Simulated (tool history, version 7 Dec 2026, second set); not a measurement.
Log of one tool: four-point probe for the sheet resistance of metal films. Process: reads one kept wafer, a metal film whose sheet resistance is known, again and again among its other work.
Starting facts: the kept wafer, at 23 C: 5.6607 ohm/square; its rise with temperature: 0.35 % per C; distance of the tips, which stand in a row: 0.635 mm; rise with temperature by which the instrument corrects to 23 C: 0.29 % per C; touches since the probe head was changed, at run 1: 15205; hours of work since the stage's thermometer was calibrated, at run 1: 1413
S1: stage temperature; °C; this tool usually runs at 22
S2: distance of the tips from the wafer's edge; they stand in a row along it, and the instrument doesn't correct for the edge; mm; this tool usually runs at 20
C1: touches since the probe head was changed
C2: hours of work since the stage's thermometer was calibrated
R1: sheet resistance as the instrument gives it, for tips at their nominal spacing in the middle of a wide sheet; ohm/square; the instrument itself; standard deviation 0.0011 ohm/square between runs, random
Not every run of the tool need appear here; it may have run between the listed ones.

run	day	S1	S2	C1	C2	R1
1	0.000	22	20	15205	1413	5.710986
2	0.633	22	5	15458	1421	5.760765
3	1.062	22	20	15629	1427	5.713495
4	1.942	22	20	15980	1438	5.713650
5	2.525	22	6	16212	1446	5.744349
6	3.204	22	6	16482	1455	5.743958
7	3.829	22	6	16732	1463	5.746287
8	4.558	22	20	17024	1473	5.714749
9	5.225	22	3	17289	1482	5.846495
10	5.629	22	3	17450	1487	5.845883
11	6.521	32	20	17806	1499	5.751645

Run 12, settings as shown, results not yet in. Your forecast:
12	6.958	32	20	17980	1505	?

{"run 12": {"R1": 5.750715}}
If the tool had no hidden condition, the same run with the same run-to-run variation would have returned R1 5.696038 ohm/square.

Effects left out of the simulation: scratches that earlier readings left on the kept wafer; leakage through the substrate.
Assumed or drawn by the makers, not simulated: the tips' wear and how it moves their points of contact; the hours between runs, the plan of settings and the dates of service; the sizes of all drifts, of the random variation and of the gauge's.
